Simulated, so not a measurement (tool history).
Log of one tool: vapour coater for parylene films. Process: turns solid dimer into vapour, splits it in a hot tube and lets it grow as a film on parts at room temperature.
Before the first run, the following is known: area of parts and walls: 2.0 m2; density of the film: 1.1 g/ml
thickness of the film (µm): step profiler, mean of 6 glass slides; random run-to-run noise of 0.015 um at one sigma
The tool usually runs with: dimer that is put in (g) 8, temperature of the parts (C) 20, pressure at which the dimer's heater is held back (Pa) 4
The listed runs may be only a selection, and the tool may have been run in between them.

run   hour  dimer that is put in (g)  temperature of the parts (C)  pressure at which the dimer's heater is held back (Pa)  thickness of the film (µm)
  1      0                         8                            20                                                       4                        2.52
  2   28.1                         8                            20                                                       4                        2.48
  3   57.7                         8                            20                                                       4                        2.47
  4  106.5                         8                            20                                                       4                        2.48
  5  140.7                         8                            20                                                       4                        2.46
  6  178.8                         8                            20                                                       4                        2.44
  7  205.5                         8                            20                                                       4                        2.45
  8  229.7                         8                            20                                                   11.37                        1.94
  9  257.1                         8                            18                                                   11.37                        2.03
 10  294.6                         8                            20                                                       4                        2.42
 11  347.6                         8                            25                                                       4                        2.18
 12  384.2                         8                            25                                                       4                        2.16
 13  416.4                         7                            20                                                     3.9                        2.13
 14  440.8                         7                            20                                                     3.9                        2.12
 15  479.9                         7                            20                                                     3.9                        2.08
 16  528.3                         7                            20                                                     3.9                         2.1
     556.7  -- trap's valve overhauled
 17    566                         7                            20                                                     3.9                        2.18
 18  605.4                         8                            20                                                    5.39                        2.34
 19  644.5                         6                            28                                                    3.19                        1.64
 20  678.4                        10                            13                                                       4                        3.56

Results for each run, recomputed without the tool's hidden state and with each run's random variation untouched:
Unlogged tool condition in this case: vapour lost through the trap's worn valve, %; true temperature of the parts over the reading, C; drift of the gauge itself on film_um, %.
run  thickness of the film (µm)
  1                        2.58
  2                        2.55
  3                        2.54
  4                        2.57
  5                        2.56
  6                        2.55
  7                        2.56
  8                        2.03
  9                        2.13
 10                        2.55
 11                        2.31
 12                        2.29
 13                        2.27
 14                        2.27
 15                        2.23
 16                        2.26
 17                        2.24
 18                        2.41
 19                        1.71
 20                         3.7
